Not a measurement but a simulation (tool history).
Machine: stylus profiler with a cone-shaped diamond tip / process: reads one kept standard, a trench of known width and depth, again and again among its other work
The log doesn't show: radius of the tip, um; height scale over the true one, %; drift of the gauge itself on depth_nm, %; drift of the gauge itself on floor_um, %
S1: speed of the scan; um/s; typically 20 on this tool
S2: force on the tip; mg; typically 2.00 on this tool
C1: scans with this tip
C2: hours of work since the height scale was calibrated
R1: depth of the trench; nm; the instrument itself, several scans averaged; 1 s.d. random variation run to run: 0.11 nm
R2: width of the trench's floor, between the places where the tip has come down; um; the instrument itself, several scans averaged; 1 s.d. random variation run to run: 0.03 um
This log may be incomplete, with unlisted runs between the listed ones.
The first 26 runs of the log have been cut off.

{"run": 27, "day": 19.458, "S1": 9, "S2": 2.55, "C1": 6124, "C2": 22, "R1": 204.67, "R2": 27.82}
{"run": 28, "day": 20.467, "S1": 20, "S2": 0.94, "C1": 6238, "C2": 36, "R1": 202.83, "R2": 27.79}
{"run": 29, "day": 21.054, "S1": 70, "S2": 1.06, "C1": 6304, "C2": 44, "R1": 203.06, "R2": 27.42}
{"run": 30, "day": 21.575, "S1": 70, "S2": 1.06, "C1": 6363, "C2": 51, "R1": 203.24, "R2": 27.37}
{"day": 21.929, "done": "height scale calibrated on a step standard, once more"}
{"run": 31, "day": 22.038, "S1": 32, "S2": 0.72, "C1": 6413, "C2": 1, "R1": 201.54, "R2": 27.62}
{"run": 32, "day": 22.892, "S1": 13, "S2": 0.95, "C1": 6509, "C2": 13, "R1": 201.74, "R2": 27.7}
{"run": 33, "day": 23.533, "S1": 55, "S2": 0.97, "C1": 6581, "C2": 22, "R1": 201.75, "R2": 27.47}
{"run": 34, "day": 24.388, "S1": 55, "S2": 0.97, "C1": 6678, "C2": 34, "R1": 201.59, "R2": 27.42}
{"run": 35, "day": 25.038, "S1": 56, "S2": 5.32, "C1": 6751, "C2": 43, "R1": 205.67, "R2": 27.68}

The next listed run, before its measurement:
{"run": 36, "day": 25.958, "S1": 12, "S2": 1.76, "C1": 6855, "C2": 56, "R1": "?", "R2": "?"}

R1: 202.75 nm
R2: 27.80 um
Minus the tool's unlogged condition, the same run would have read R1 202.76 nm, R2 27.97 um.

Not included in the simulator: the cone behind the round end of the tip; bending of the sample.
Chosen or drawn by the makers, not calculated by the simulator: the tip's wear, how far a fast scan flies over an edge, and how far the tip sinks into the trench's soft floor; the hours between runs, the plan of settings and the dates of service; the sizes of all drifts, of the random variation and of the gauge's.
